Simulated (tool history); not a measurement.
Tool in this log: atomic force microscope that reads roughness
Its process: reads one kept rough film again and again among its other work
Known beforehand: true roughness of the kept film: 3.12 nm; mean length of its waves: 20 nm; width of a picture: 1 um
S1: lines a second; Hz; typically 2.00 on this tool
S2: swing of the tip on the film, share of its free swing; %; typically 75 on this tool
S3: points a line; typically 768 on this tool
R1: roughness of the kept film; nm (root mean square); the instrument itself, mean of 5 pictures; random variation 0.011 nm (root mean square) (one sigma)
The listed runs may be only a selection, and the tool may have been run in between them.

run   hour    S1  S2    S3     R1
  1    0.0  2.00  75   768  2.264
  2   15.7  2.00  75   768  2.226
  3   33.6  0.75  75   768  2.298
      40.9  -- new tip fitted
  4   44.0  0.75  75   768  2.616
  5   62.3  0.75  75   768  2.583
  6   74.9  0.75  75   265  2.455
  7   85.5  0.75  75   265  2.432
  8  102.3  2.00  75   404  2.367
  9  116.9  2.00  75   977  2.362
 10  126.6  2.00  75   977  2.361
 11  135.5  2.00  75   977  2.351
 12  153.3  2.00  75   977  2.306
 13  171.4  2.20  75   977  2.249
 14  186.0  1.82  75   977  2.245
 15  194.7  2.00  75  1024  2.216
 16  203.0  2.00  75   768  2.227
     207.4  -- new tip fitted
 17  211.4  2.00  75   768  2.533
 18  225.4  2.00  75   768  2.490
 19  237.9  2.00  75   768  2.471
 20  246.5  2.00  75   768  2.444
 21  263.9  2.00  75   768  2.425
 22  273.6  2.00  75   768  2.386
 23  290.8  2.00  75   768  2.364
 24  298.9  2.00  75   768  2.345
 25  317.2  2.00  75   768  2.320
 26  334.4  3.29  87   568  2.030
 27  341.9  0.66  70   568  2.350
 28  356.5  2.00  60   595  2.307
     374.7  -- new tip fitted
 29  374.7  0.55  78   469  2.609
 30  386.3  0.55  78   469  2.593
 31  401.7  1.69  68   303  2.488
 32  409.7  2.26  77   768  2.399
 33  426.6  2.26  77   768  2.390
 34  441.8  2.00  57   260  2.401
 35  451.4  2.00  57   260  2.369
 36  469.4  3.34  57   455  2.358
 37  478.3  2.65  61   455  2.350
 38  495.9  0.77  57   402  2.384
 39  506.8  3.46  75   679  2.160
 40  517.6  0.79  75   490  2.304
 41  533.4  2.67  78   440  2.135
     541.1  -- new tip fitted
 42  548.4  1.09  61   286  2.541
 43  561.5  1.17  73   768  2.564
 44  574.3  1.17  73   768  2.530
 45  585.5  1.17  73   768  2.478
 46  597.1  1.86  59   686  2.475
 47  612.7  0.95  69   686  2.469
 48  628.8  3.44  75   359  2.220

Branching from run 48: 4 alternative next runs. What would each branch give?
  A  636.4  2.00  89  551   ?
  B  636.4  0.51  72  359   ?
  C  636.4  2.00  64  887   ?
  D  636.4  0.62  81  687   ?

run     R1
  A  2.186
  B  2.384
  C  2.376
  D  2.390
With no hidden state in the tool, these same runs would have given:
run     R1
  A  2.400
  B  2.617
  C  2.608
  D  2.624
